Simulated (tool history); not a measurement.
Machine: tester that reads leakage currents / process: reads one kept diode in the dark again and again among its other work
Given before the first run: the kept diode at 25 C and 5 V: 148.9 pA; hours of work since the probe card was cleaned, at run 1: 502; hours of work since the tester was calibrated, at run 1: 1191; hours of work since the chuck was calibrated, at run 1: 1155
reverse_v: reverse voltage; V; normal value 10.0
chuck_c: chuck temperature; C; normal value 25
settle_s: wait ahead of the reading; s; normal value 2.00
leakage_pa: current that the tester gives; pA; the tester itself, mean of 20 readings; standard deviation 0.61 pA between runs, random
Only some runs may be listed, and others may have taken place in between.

run	hour	reverse_v	chuck_c	settle_s	hours of work since the probe card was cleaned	hours of work since the tester was calibrated	hours of work since the chuck was calibrated	leakage_pa
1	0.0	10.0	25	2.00	502	1191	1155	173.02
2	47.8	10.0	25	2.00	527	1217	1180	171.64
3	94.2	10.0	25	2.00	552	1241	1205	171.63
4	127.2	10.0	25	2.00	569	1259	1222	170.67
# hour 143.6: chuck's temperature calibrated
5	164.9	10.0	25	2.00	588	1278	11	154.43
6	214.6	10.0	25	2.00	615	1304	38	154.55
7	264.8	10.0	25	2.00	641	1330	64	153.86
8	294.6	10.0	25	2.00	657	1346	80	153.70
9	335.4	10.0	25	2.00	678	1368	101	152.63
10	363.9	10.0	25	2.00	694	1383	117	153.52
# hour 371.8: chuck's temperature calibrated, once more
11	398.8	10.0	25	2.00	711	1400	14	207.07
12	446.7	2.1	25	2.00	736	1426	40	104.24
13	469.4	2.1	25	2.00	748	1438	52	103.59
14	492.9	10.0	21	2.00	761	1450	64	141.82
15	519.6	16.5	25	2.00	775	1464	78	258.84
16	555.6	16.5	25	2.00	794	1483	97	258.70
17	601.0	16.5	41	2.00	818	1507	121	1065.76
18	636.9	10.0	25	2.00	837	1526	140	206.17
19	665.3	10.0	25	2.00	852	1541	155	205.63
20	691.7	10.0	25	0.79	866	1555	169	207.14
21	728.3	10.0	25	0.79	885	1575	189	205.85
22	753.9	10.0	25	0.79	899	1588	202	206.17
23	804.5	5.2	57	0.79	926	1615	229	2356.94
24	850.2	7.4	23	2.00	950	1639	253	147.28
25	879.1	7.4	23	2.00	965	1654	268	147.44
26	921.5	1.4	45	9.49	988	1677	291	500.10
27	950.0	1.4	45	9.49	1003	1692	306	500.16
28	995.2	5.8	21	6.52	1027	1716	330	107.99
29	1032.1	5.8	21	6.52	1046	1735	349	107.83
30	1056.5	5.8	47	1.68	1059	1748	362	1088.98
31	1094.0	12.7	37	5.96	1079	1768	382	653.04
32	1138.5	12.7	37	5.96	1102	1792	406	650.99
33	1160.6	2.3	29	2.73	1114	1803	417	148.90
34	1181.8	1.9	25	5.51	1125	1815	429	94.81
35	1216.1	16.5	29	0.37	1144	1833	447	369.66
36	1251.1	16.5	29	0.37	1162	1851	465	367.63
37	1295.0	9.7	20	8.55	1185	1875	489	121.53
38	1336.6	10.0	48	0.86	1207	1897	511	1482.20
39	1378.1	10.0	48	0.86	1229	1919	533	1468.76

For each entry between runs, how does the tool's hidden state at the last listed run before it compare with that at the first listed run after it?
After run 4, before run 5: chuck's temperature calibrated (hour 143.6)
  stray current of the dirty probe card, pA a volt: 0.353 -> 0.363; current scale over the true one, %: 0.51 -> 0.52; true chuck temperature over the reading, C: -2.04 -> -3.13
  measured less the result without the state, leakage_pa: -31.56 -> -48.11 pA
After run 10, before run 11: chuck's temperature calibrated, once more (hour 371.8)
  stray current of the dirty probe card, pA a volt: 0.421 -> 0.429; current scale over the true one, %: 0.57 -> 0.58; true chuck temperature over the reading, C: -3.28 -> 0.01
  measured less the result without the state, leakage_pa: -49.90 -> +5.44 pA
